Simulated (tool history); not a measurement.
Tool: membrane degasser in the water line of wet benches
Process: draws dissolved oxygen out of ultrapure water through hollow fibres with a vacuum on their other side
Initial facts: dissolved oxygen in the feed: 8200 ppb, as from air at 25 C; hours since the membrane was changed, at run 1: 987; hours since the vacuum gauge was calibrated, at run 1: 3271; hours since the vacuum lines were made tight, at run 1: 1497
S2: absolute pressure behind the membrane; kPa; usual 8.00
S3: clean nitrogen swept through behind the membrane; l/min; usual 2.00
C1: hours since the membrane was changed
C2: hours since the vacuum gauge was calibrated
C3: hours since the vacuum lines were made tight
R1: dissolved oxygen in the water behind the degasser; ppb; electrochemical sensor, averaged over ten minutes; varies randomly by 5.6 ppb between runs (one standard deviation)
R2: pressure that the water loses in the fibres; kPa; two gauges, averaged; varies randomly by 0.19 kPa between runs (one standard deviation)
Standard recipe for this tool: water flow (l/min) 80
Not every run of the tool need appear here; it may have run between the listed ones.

run 1 hour=0.0 | water_flow_(l/min)=80 S2=8.00 S3=2.00 | C1=987 C2=3271 C3=1497 | R1=560.1 R2=39.68
run 2 hour=178.0 | water_flow_(l/min)=80 S2=8.00 S3=2.00 | C1=1165 C2=3449 C3=1675 | R1=550.4 R2=39.67
run 3 hour=395.7 | water_flow_(l/min)=80 S2=8.00 S3=1.47 | C1=1383 C2=3666 C3=1892 | R1=646.3 R2=39.92
run 4 hour=533.3 | water_flow_(l/min)=80 S2=8.00 S3=1.47 | C1=1521 C2=3804 C3=2030 | R1=652.0 R2=39.94
run 5 hour=666.3 | water_flow_(l/min)=56 S2=8.00 S3=2.00 | C1=1654 C2=3937 C3=2163 | R1=392.2 R2=27.95
run 6 hour=873.0 | water_flow_(l/min)=80 S2=8.00 S3=2.00 | C1=1860 C2=4144 C3=2370 | R1=556.9 R2=40.10
run 7 hour=1093.8 | water_flow_(l/min)=80 S2=8.00 S3=2.00 | C1=2081 C2=4364 C3=2590 | R1=565.8 R2=40.36
run 8 hour=1243.5 | water_flow_(l/min)=67 S2=8.00 S3=2.00 | C1=2231 C2=4514 C3=2740 | R1=468.1 R2=33.63
run 9 hour=1334.4 | water_flow_(l/min)=67 S2=8.00 S3=2.00 | C1=2322 C2=4605 C3=2831 | R1=467.2 R2=33.78
run 10 hour=1540.5 | water_flow_(l/min)=67 S2=8.00 S3=2.00 | C1=2528 C2=4811 C3=3037 | R1=465.4 R2=33.85
run 11 hour=1638.8 | water_flow_(l/min)=67 S2=8.00 S3=2.00 | C1=2626 C2=4909 C3=3135 | R1=470.0 R2=34.04
-- hour=1759.7 seals of the vacuum lines changed
run 12 hour=1838.1 | water_flow_(l/min)=67 S2=8.00 S3=2.00 | C1=2823 C2=5107 C3=78 | R1=474.7 R2=33.92
run 13 hour=2019.1 | water_flow_(l/min)=80 S2=8.00 S3=2.77 | C1=3004 C2=5288 C3=259 | R1=477.8 R2=40.23
run 14 hour=2120.3 | water_flow_(l/min)=80 S2=8.00 S3=1.18 | C1=3105 C2=5389 C3=361 | R1=715.3 R2=40.53
run 15 hour=2265.2 | water_flow_(l/min)=80 S2=7.43 S3=1.18 | C1=3250 C2=5534 C3=505 | R1=656.3 R2=40.19
run 16 hour=2390.6 | water_flow_(l/min)=79 S2=18.89 S3=5.13 | C1=3376 C2=5659 C3=631 | R1=684.5 R2=40.29
run 17 hour=2560.7 | water_flow_(l/min)=99 S2=10.68 S3=1.11 | C1=3546 C2=5829 C3=801 | R1=1200.9 R2=50.39
run 18 hour=2761.9 | water_flow_(l/min)=83 S2=8.00 S3=2.84 | C1=3747 C2=6030 C3=1002 | R1=480.0 R2=41.93
run 19 hour=2867.7 | water_flow_(l/min)=83 S2=16.04 S3=3.70 | C1=3853 C2=6136 C3=1108 | R1=776.2 R2=42.15
run 20 hour=3083.0 | water_flow_(l/min)=83 S2=16.04 S3=3.70 | C1=4068 C2=6352 C3=1323 | R1=780.1 R2=42.34
run 21 hour=3285.2 | water_flow_(l/min)=100 S2=11.77 S3=1.12 | C1=4270 C2=6554 C3=1526 | R1=1317.5 R2=51.17
run 22 hour=3437.7 | water_flow_(l/min)=100 S2=11.77 S3=1.12 | C1=4423 C2=6706 C3=1678 | R1=1346.9 R2=50.92
run 23 hour=3635.9 | water_flow_(l/min)=100 S2=7.23 S3=3.31 | C1=4621 C2=6905 C3=1876 | R1=519.4 R2=50.92
run 24 hour=3814.9 | water_flow_(l/min)=100 S2=11.41 S3=1.48 | C1=4800 C2=7083 C3=2055 | R1=1113.5 R2=51.03
run 25 hour=3923.9 | water_flow_(l/min)=78 S2=19.48 S3=2.72 | C1=4909 C2=7193 C3=2164 | R1=1052.8 R2=39.92

For some of the steps in R2 from one run to the next: how much would appear even if the tool had no hidden state, given the settings, what came in and random variation, and how much remains for the hidden state plus any gauge scatter that the measured result and the result without hidden state don't share?
Hidden conditions of the tool in this case: membrane still open, %; true pressure behind the membrane over the reading, kPa; air that leaks in behind the membrane, l/min; drift of the gauge itself on oxygen_ppb, %; drift of the gauge itself on loss_of_pressure_kpa, %.
Run 4 -> 5: water flow (l/min) 80 -> 56, S3 1.47 -> 2.00. R2 -11.99 kPa: hidden state -0.03, all else -11.96.
Run 5 -> 6: water flow (l/min) 56 -> 80. R2 +12.15 kPa: hidden state +0.11, all else +12.04.
Run 20 -> 21: water flow (l/min) 83 -> 100, S2 16.04 -> 11.77, S3 3.70 -> 1.12. R2 +8.83 kPa: hidden state +0.23, all else +8.60.
Run 24 -> 25: water flow (l/min) 100 -> 78, S2 11.41 -> 19.48, S3 1.48 -> 2.72. R2 -11.11 kPa: hidden state -0.23, all else -10.88.

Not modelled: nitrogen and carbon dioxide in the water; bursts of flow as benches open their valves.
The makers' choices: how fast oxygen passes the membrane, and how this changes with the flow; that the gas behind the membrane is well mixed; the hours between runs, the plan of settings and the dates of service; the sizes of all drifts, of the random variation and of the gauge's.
